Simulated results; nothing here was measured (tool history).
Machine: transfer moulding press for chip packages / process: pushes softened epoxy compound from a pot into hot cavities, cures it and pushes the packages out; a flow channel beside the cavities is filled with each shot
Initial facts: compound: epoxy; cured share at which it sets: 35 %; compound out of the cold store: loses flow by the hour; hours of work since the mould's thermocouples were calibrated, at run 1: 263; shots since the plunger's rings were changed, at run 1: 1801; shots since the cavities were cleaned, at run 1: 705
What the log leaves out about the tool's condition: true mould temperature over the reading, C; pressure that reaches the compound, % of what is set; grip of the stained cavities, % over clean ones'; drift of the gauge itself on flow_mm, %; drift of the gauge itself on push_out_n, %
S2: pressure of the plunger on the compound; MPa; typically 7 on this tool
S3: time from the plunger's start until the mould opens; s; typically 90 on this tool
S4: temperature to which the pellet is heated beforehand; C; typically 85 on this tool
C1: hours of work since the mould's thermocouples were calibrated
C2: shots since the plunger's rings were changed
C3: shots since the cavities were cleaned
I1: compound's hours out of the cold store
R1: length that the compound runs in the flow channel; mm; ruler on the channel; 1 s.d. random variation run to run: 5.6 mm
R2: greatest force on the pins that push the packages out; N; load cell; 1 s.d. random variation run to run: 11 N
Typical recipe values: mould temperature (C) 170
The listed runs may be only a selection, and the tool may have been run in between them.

run 1 day=0 | mould_temperature_(C)=170 S2=7 S3=90 S4=85 | C1=263 C2=1801 C3=705 | I1=47.7 | R1=561 R2=496
-- day=0.154 cavities cleaned with cleaning compound and waxed
run 2 day=2.029 | mould_temperature_(C)=170 S2=6.68 S3=90 S4=85 | C1=295 C2=2499 C3=665 | I1=46.5 | R1=540 R2=493
-- day=2.342 cavities cleaned with cleaning compound and waxed
run 3 day=4.021 | mould_temperature_(C)=170 S2=6.68 S3=90 S4=85 | C1=327 C2=3182 C3=596 | I1=8.9 | R1=618 R2=529
-- day=4.608 cavities cleaned with cleaning compound and waxed
run 4 day=6.138 | mould_temperature_(C)=170 S2=6.68 S3=90 S4=85 | C1=361 C2=3912 C3=543 | I1=32.3 | R1=567 R2=498
-- day=6.788 cavities cleaned with cleaning compound and waxed
run 5 day=7.262 | mould_temperature_(C)=170 S2=6.68 S3=90 S4=85 | C1=379 C2=4288 C3=167 | I1=37.2 | R1=564 R2=503
-- day=8.962 cavities cleaned with cleaning compound and waxed
run 6 day=9.312 | mould_temperature_(C)=170 S2=6.68 S3=90 S4=85 | C1=412 C2=4993 C3=124 | I1=39.3 | R1=555 R2=515
run 7 day=10.671 | mould_temperature_(C)=170 S2=6.68 S3=90 S4=85 | C1=434 C2=5475 C3=606 | I1=30.8 | R1=572 R2=515
-- day=11.154 cavities cleaned with cleaning compound and waxed
run 8 day=11.625 | mould_temperature_(C)=170 S2=7 S3=90 S4=85 | C1=449 C2=5791 C3=167 | I1=40.5 | R1=571 R2=498
-- day=13.104 plunger's sealing rings changed
-- day=13.467 cavities cleaned with cleaning compound and waxed
run 9 day=13.617 | mould_temperature_(C)=170 S2=7 S3=90 S4=85 | C1=479 C2=158 C3=53 | I1=28.3 | R1=587 R2=508
run 10 day=15.5 | mould_temperature_(C)=170 S2=7 S3=90 S4=85 | C1=510 C2=827 C3=722 | I1=46.6 | R1=557 R2=504
-- day=15.658 cavities cleaned with cleaning compound and waxed
run 11 day=17.638 | mould_temperature_(C)=170 S2=5.41 S3=90 S4=85 | C1=545 C2=1564 C3=703 | I1=31.1 | R1=503 R2=518
-- day=17.888 cavities cleaned with cleaning compound and waxed
run 12 day=19.583 | mould_temperature_(C)=170 S2=5.41 S3=90 S4=85 | C1=576 C2=2231 C3=601 | I1=12.9 | R1=546 R2=510
-- day=20.096 cavities cleaned with cleaning compound and waxed
run 13 day=21.333 | mould_temperature_(C)=170 S2=8.78 S3=90 S4=85 | C1=604 C2=2829 C3=438 | I1=46.1 | R1=628 R2=509
-- day=22.312 cavities cleaned with cleaning compound and waxed
run 14 day=22.925 | mould_temperature_(C)=170 S2=7.98 S3=89 S4=85 | C1=629 C2=3372 C3=218 | I1=45.6 | R1=594 R2=503
run 15 day=23.942 | mould_temperature_(C)=166 S2=7 S3=86 S4=86 | C1=646 C2=3732 C3=578 | I1=32 | R1=582 R2=684
-- day=24.217 mould's thermocouples calibrated
-- day=24.558 cavities cleaned with cleaning compound and waxed
run 16 day=25.704 | mould_temperature_(C)=166 S2=6.07 S3=86 S4=82 | C1=24 C2=4306 C3=407 | I1=16.8 | R1=562 R2=774
-- day=26.679 cavities cleaned with cleaning compound and waxed
run 17 day=26.679 | mould_temperature_(C)=176 S2=5.31 S3=111 S4=92 | C1=39 C2=4630 C3=0 | I1=36.7 | R1=487 R2=410
run 18 day=27.771 | mould_temperature_(C)=173 S2=5.46 S3=90 S4=77 | C1=57 C2=5017 C3=387 | I1=23.7 | R1=526 R2=466
-- day=28.854 cavities cleaned with cleaning compound and waxed
run 19 day=29.704 | mould_temperature_(C)=173 S2=5.46 S3=90 S4=77 | C1=88 C2=5681 C3=302 | I1=40 | R1=496 R2=462
run 20 day=30.854 | mould_temperature_(C)=173 S2=5.46 S3=90 S4=77 | C1=107 C2=6089 C3=710 | I1=10.4 | R1=540 R2=472
-- day=31.042 cavities cleaned with cleaning compound and waxed
-- day=31.554 plunger's sealing rings changed
run 21 day=33.033 | mould_temperature_(C)=173 S2=5.46 S3=90 S4=77 | C1=140 C2=525 C3=670 | I1=36.1 | R1=496 R2=461
-- day=33.279 cavities cleaned with cleaning compound and waxed
run 22 day=34.5 | mould_temperature_(C)=173 S2=5.46 S3=120 S4=86 | C1=163 C2=1023 C3=433 | I1=47.8 | R1=482 R2=408
-- day=35.504 cavities cleaned with cleaning compound and waxed
run 23 day=35.788 | mould_temperature_(C)=173 S2=5.46 S3=120 S4=86 | C1=184 C2=1457 C3=100 | I1=14.9 | R1=534 R2=405
run 24 day=36.912 | mould_temperature_(C)=173 S2=5.46 S3=120 S4=86 | C1=202 C2=1855 C3=498 | I1=15.6 | R1=540 R2=419
-- day=37.642 cavities cleaned with cleaning compound and waxed
run 25 day=38.371 | mould_temperature_(C)=173 S2=5.46 S3=120 S4=86 | C1=225 C2=2351 C3=258 | I1=42.8 | R1=498 R2=425
run 26 day=39.271 | mould_temperature_(C)=173 S2=5.46 S3=120 S4=86 | C1=240 C2=2671 C3=578 | I1=45.3 | R1=491 R2=414

What differs in the tool's unlogged condition from the final listed run ahead of each entry between runs to the first listed run following it?
In the gap between runs 1 and 2: cavities cleaned with cleaning compound and waxed (day 0.154)
  pressure that reaches the compound, % of what is set: 99.81 -> 99.73; grip of the stained cavities, % over clean ones': 2 -> 1.9
  measured less the result without the state, R2: +10 -> +9 N
In the gap between runs 2 and 3: cavities cleaned with cleaning compound and waxed (day 2.342)
  true mould temperature over the reading, C: 0.02 -> 0.03; pressure that reaches the compound, % of what is set: 99.73 -> 99.67
  measured less the result without the state, R2: +9 -> +9 N
In the gap between runs 3 and 4: cavities cleaned with cleaning compound and waxed (day 4.608)
  pressure that reaches the compound, % of what is set: 99.67 -> 99.59; grip of the stained cavities, % over clean ones': 1.9 -> 1.8
  measured less the result without the state, R2: +9 -> +8 N
In the gap between runs 4 and 5: cavities cleaned with cleaning compound and waxed (day 6.788)
  pressure that reaches the compound, % of what is set: 99.59 -> 99.55; grip of the stained cavities, % over clean ones': 1.8 -> 0.8
  measured less the result without the state, R2: +8 -> +3 N
In the gap between runs 5 and 6: cavities cleaned with cleaning compound and waxed (day 8.962)
  pressure that reaches the compound, % of what is set: 99.55 -> 99.48; grip of the stained cavities, % over clean ones': 0.8 -> 0.6
  measured less the result without the state, R2: +3 -> +2 N
In the gap between runs 7 and 8: cavities cleaned with cleaning compound and waxed (day 11.154)
  pressure that reaches the compound, % of what is set: 99.43 -> 99.41; grip of the stained cavities, % over clean ones': 1.8 -> 0.9
  measured less the result without the state, R2: +9 -> +4 N
In the gap between runs 8 and 9: plunger's sealing rings changed (day 13.104); cavities cleaned with cleaning compound and waxed (day 13.467)
  pressure that reaches the compound, % of what is set: 99.41 -> 99.98; grip of the stained cavities, % over clean ones': 0.9 -> 0.4
  measured less the result without the state, R2: +4 -> +1 N
In the gap between runs 10 and 11: cavities cleaned with cleaning compound and waxed (day 15.658)
  pressure that reaches the compound, % of what is set: 99.91 -> 99.83
  measured less the result without the state, R2: +9 -> +9 N
In the gap between runs 11 and 12: cavities cleaned with cleaning compound and waxed (day 17.888)
  pressure that reaches the compound, % of what is set: 99.83 -> 99.76; grip of the stained cavities, % over clean ones': 2 -> 1.9
  measured less the result without the state, R2: +9 -> +9 N
In the gap between runs 12 and 13: cavities cleaned with cleaning compound and waxed (day 20.096)
  pressure that reaches the compound, % of what is set: 99.76 -> 99.71; grip of the stained cavities, % over clean ones': 1.9 -> 1.6
  measured less the result without the state, R2: +9 -> +7 N
In the gap between runs 13 and 14: cavities cleaned with cleaning compound and waxed (day 22.312)
  pressure that reaches the compound, % of what is set: 99.71 -> 99.65; grip of the stained cavities, % over clean ones': 1.6 -> 1
  measured less the result without the state, R2: +7 -> +4 N
In the gap between runs 15 and 16: mould's thermocouples calibrated (day 24.217); cavities cleaned with cleaning compound and waxed (day 24.558)
  true mould temperature over the reading, C: 0.04 -> 0; pressure that reaches the compound, % of what is set: 99.61 -> 99.56; grip of the stained cavities, % over clean ones': 1.8 -> 1.5
  measured less the result without the state, R2: +10 -> +11 N
In the gap between runs 16 and 17: cavities cleaned with cleaning compound and waxed (day 26.679)
  pressure that reaches the compound, % of what is set: 99.56 -> 99.53; grip of the stained cavities, % over clean ones': 1.5 -> 0.1
  measured less the result without the state, R2: +11 -> +0 N
In the gap between runs 18 and 19: cavities cleaned with cleaning compound and waxed (day 28.854)
  pressure that reaches the compound, % of what is set: 99.49 -> 99.42; grip of the stained cavities, % over clean ones': 1.5 -> 1.4
  measured less the result without the state, R2: +7 -> +6 N
In the gap between runs 20 and 21: cavities cleaned with cleaning compound and waxed (day 31.042); plunger's sealing rings changed (day 31.554)
  pressure that reaches the compound, % of what is set: 99.38 -> 99.93
  measured less the result without the state, R2: +9 -> +8 N
In the gap between runs 21 and 22: cavities cleaned with cleaning compound and waxed (day 33.279)
  pressure that reaches the compound, % of what is set: 99.93 -> 99.89; grip of the stained cavities, % over clean ones': 2 -> 1.6
  measured less the result without the state, R2: +8 -> +6 N
In the gap between runs 22 and 23: cavities cleaned with cleaning compound and waxed (day 35.504)
  pressure that reaches the compound, % of what is set: 99.89 -> 99.84; grip of the stained cavities, % over clean ones': 1.6 -> 0.6
  measured less the result without the state, R2: +6 -> +2 N
In the gap between runs 24 and 25: cavities cleaned with cleaning compound and waxed (day 37.642)
  pressure that reaches the compound, % of what is set: 99.8 -> 99.76; grip of the stained cavities, % over clean ones': 1.7 -> 1.3
  measured less the result without the state, R2: +7 -> +5 N
